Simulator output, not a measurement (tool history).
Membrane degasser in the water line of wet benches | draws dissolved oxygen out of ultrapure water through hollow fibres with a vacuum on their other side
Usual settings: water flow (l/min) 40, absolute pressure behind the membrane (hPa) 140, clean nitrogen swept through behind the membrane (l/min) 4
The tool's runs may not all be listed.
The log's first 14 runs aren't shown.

run    hour  water flow (l/min)  absolute pressure behind the membrane (hPa)  clean nitrogen swept through behind the membrane (l/min)  dissolved oxygen in the water behind the degasser (ppb)  pressure that the water loses in the fibres (hPa)
 15  2021.9                  28                                          140                                                         4                                                    184.9                                              491.4
     2040.8  -- vacuum gauge calibrated
 16  2167.4                  28                                          140                                                         4                                                      184                                              489.2
 17  2323.1                  28                                          140                                                         4                                                    183.8                                              492.5
 18  2503.8                  28                                          140                                                         4                                                    183.6                                              492.4
 19  2616.4                  49                                          140                                                      4.99                                                    263.8                                                867
 20  2698.7                  42                                          300                                                      5.47                                                    479.7                                              740.9
 21  2885.3                  42                                          300                                                      5.47                                                      483                                              739.2
 22  3030.6                  40                                          275                                                     10.01                                                    244.8                                                703
 23  3159.8                  46                                          108                                                      4.41                                                    200.8                                              813.8
 24  3346.8                  31                                          140                                                      3.89                                                    209.3                                              542.2
 25  3442.1                  59                                          165                                                      3.25                                                    541.2                                             1042.9
 26    3612                  32                                           88                                                     11.42                                                     45.1                                              568.5
 27  3777.5                  32                                          243                                                     11.42                                                    150.3                                                567
 28  3913.4                  28                                          307                                                         4                                                    450.7                                              494.7
 29  4027.1                  28                                          307                                                         4                                                    448.5                                              492.8
 30  4178.3                  28                                          289                                                      6.36                                                    275.7                                              493.9
 31  4316.7                  31                                          110                                                      6.82                                                     92.9                                              545.8
 32  4400.4                  40                                          140                                                      1.77                                                      520                                                710
 33    4571                  48                                          140                                                      1.77                                                      609                                              850.1

Forecast each of these 3 alternatives for the next run:
  A  4693                  48                                          140                                                      8.51                                                        ?                                                  ?
  B  4693                  41                                          140                                                      1.77                                                        ?                                                  ?
  C  4693                  37                                          308                                                      3.13                                                        ?                                                  ?

run  dissolved oxygen in the water behind the degasser (ppb)  pressure that the water loses in the fibres (hPa)
  A                                                    164.8                                              851.7
  B                                                    533.1                                              728.4
  C                                                    719.5                                              659.1
Without the tool's hidden state the same runs would have given:
run  dissolved oxygen in the water behind the degasser (ppb)  pressure that the water loses in the fibres (hPa)
  A                                                    159.6                                              823.9
  B                                                    525.8                                              704.7
  C                                                    711.4                                              637.6

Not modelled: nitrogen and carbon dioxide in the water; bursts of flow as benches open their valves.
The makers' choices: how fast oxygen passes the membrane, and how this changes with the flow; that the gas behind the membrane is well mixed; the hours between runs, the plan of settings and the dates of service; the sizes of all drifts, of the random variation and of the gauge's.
